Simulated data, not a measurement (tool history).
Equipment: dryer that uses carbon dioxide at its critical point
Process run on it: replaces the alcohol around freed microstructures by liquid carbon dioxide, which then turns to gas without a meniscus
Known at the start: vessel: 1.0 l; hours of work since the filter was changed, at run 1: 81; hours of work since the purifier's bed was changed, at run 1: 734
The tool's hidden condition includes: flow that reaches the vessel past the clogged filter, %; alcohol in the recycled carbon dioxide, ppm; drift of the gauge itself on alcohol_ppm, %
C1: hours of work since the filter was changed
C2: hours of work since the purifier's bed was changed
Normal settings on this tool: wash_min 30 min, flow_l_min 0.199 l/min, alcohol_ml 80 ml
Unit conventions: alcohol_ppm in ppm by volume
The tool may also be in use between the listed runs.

{"run": 1, "hour": 0.0, "wash_min": 30, "flow_l_min": 0.199, "alcohol_ml": 80, "C1": 81, "C2": 734, "alcohol_ppm": 604}
{"hour": 12.8, "done": "purifier's bed changed"}
{"run": 2, "hour": 58.1, "wash_min": 30, "flow_l_min": 0.249, "alcohol_ml": 80, "C1": 125, "C2": 36, "alcohol_ppm": 156}
{"run": 3, "hour": 83.5, "wash_min": 30, "flow_l_min": 0.249, "alcohol_ml": 80, "C1": 145, "C2": 56, "alcohol_ppm": 146}
{"run": 4, "hour": 139.2, "wash_min": 30, "flow_l_min": 0.249, "alcohol_ml": 80, "C1": 190, "C2": 101, "alcohol_ppm": 172}
{"run": 5, "hour": 167.9, "wash_min": 30, "flow_l_min": 0.199, "alcohol_ml": 80, "C1": 212, "C2": 124, "alcohol_ppm": 564}
{"run": 6, "hour": 210.0, "wash_min": 30, "flow_l_min": 0.199, "alcohol_ml": 80, "C1": 246, "C2": 157, "alcohol_ppm": 599}
{"hour": 254.1, "done": "inlet filter changed"}
{"run": 7, "hour": 271.2, "wash_min": 30, "flow_l_min": 0.199, "alcohol_ml": 80, "C1": 14, "C2": 205, "alcohol_ppm": 469}
{"run": 8, "hour": 323.3, "wash_min": 30, "flow_l_min": 0.199, "alcohol_ml": 80, "C1": 55, "C2": 247, "alcohol_ppm": 492}
{"run": 9, "hour": 371.0, "wash_min": 30, "flow_l_min": 0.199, "alcohol_ml": 80, "C1": 93, "C2": 285, "alcohol_ppm": 520}
{"run": 10, "hour": 417.2, "wash_min": 30, "flow_l_min": 0.199, "alcohol_ml": 80, "C1": 130, "C2": 322, "alcohol_ppm": 551}
{"run": 11, "hour": 456.1, "wash_min": 30, "flow_l_min": 0.199, "alcohol_ml": 80, "C1": 161, "C2": 353, "alcohol_ppm": 576}
{"run": 12, "hour": 486.9, "wash_min": 30, "flow_l_min": 0.224, "alcohol_ml": 48, "C1": 186, "C2": 377, "alcohol_ppm": 239}
{"run": 13, "hour": 521.9, "wash_min": 30, "flow_l_min": 0.193, "alcohol_ml": 30, "C1": 213, "C2": 405, "alcohol_ppm": 301}

Predict the results of run 14:
{"run": 14, "hour": 579.0, "wash_min": 27, "flow_l_min": 0.317, "alcohol_ml": 23, "C1": 259, "C2": 450, "alcohol_ppm": "?"}

alcohol_ppm: 102 ppm by volume
Were there no unlogged condition in the tool, this run, its random variation unchanged, would have produced alcohol_ppm 21 ppm by volume.

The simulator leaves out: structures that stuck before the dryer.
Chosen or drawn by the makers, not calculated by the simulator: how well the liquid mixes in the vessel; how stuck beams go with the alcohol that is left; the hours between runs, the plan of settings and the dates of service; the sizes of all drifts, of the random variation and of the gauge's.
